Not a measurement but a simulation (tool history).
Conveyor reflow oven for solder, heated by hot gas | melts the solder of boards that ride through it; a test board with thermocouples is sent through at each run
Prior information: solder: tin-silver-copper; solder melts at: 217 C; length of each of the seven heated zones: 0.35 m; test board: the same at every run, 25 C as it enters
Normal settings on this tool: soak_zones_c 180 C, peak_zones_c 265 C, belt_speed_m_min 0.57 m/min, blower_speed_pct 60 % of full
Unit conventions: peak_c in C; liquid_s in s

run,hour,soak_zones_c,peak_zones_c,belt_speed_m_min,blower_speed_pct,peak_c,liquid_s
1,0,180,265,0.57,60,247.4,52.4
2,27.9,167,265,0.57,60,244.8,45.2
3,59.3,167,265,0.57,60,244.6,44.7
4,106.6,167,265,0.57,60,244.2,44.9
5,147.7,167,265,0.57,60,241.3,42.2
6,172.9,167,265,0.57,60,241.7,41.2
7,215.9,167,265,0.57,60,241.3,41.8
8,262.7,167,265,0.57,60,240.7,41.2
9,309.8,180,265,0.57,53,241.8,45.9
10,330.5,180,265,0.53,53,244.7,53.1
11,364.5,180,265,0.53,50,243.4,52.1
12,399.6,180,265,0.53,50,243.4,51.5
13,432.9,180,265,0.53,50,243.2,51.3
14,453.7,180,265,0.53,50,243.2,51.5
15,492.5,174,265,0.57,60,242.1,44
16,518.4,185,265,0.579,50,241.1,45.1
17,561.8,185,265,0.673,83,243.5,42.6
18,594.1,185,265,0.673,83,243.3,42.5
19,629.5,178,265,0.603,60,240,40.4
20,681.5,181,268,0.547,52,249.6,56.5
21,702.5,165,280,0.547,52,256.2,55.9
22,732.3,165,280,0.547,52,255.9,55.9
23,767.8,165,280,0.547,52,256.1,55.3
24,805.3,186,268,0.538,74,256.1,67.3
25,855.2,186,268,0.538,74,256.1,66.4
26,898,170,268,0.464,55,253,67.7
27,942.2,169,272,0.516,55,253.1,59.3

Put back what was entered between runs (2 entries, withheld): which listed runs does each sit between, and how does the hidden state differ from the listed run before to the listed run after?
From run 4 to run 5: thermocouples of zones 6 and 7 changed (hour 115.2)
  heat that the gas passes to the board, % of a clean oven's: 88.4 -> 87.8; belt's true speed, % of the reading: 99.72 -> 99.7; true gas temperature in zones 6 and 7 over the reading, C: 3.75 -> 0.11
  difference, measured minus the result without the unlogged condition, peak_c: +0.1 -> -3.1 C; liquid_s: -0.7 -> -3.8 s
From run 19 to run 20: flux residue cleaned out of gas plates and filters (hour 650.9)
  heat that the gas passes to the board, % of a clean oven's: 80.2 -> 99.2; belt's true speed, % of the reading: 99.53 -> 99.51; true gas temperature in zones 6 and 7 over the reading, C: 0.82 -> 0.9
  difference, measured minus the result without the unlogged condition, peak_c: -4.7 -> +0.8 C; liquid_s: -5.9 -> +0.9 s
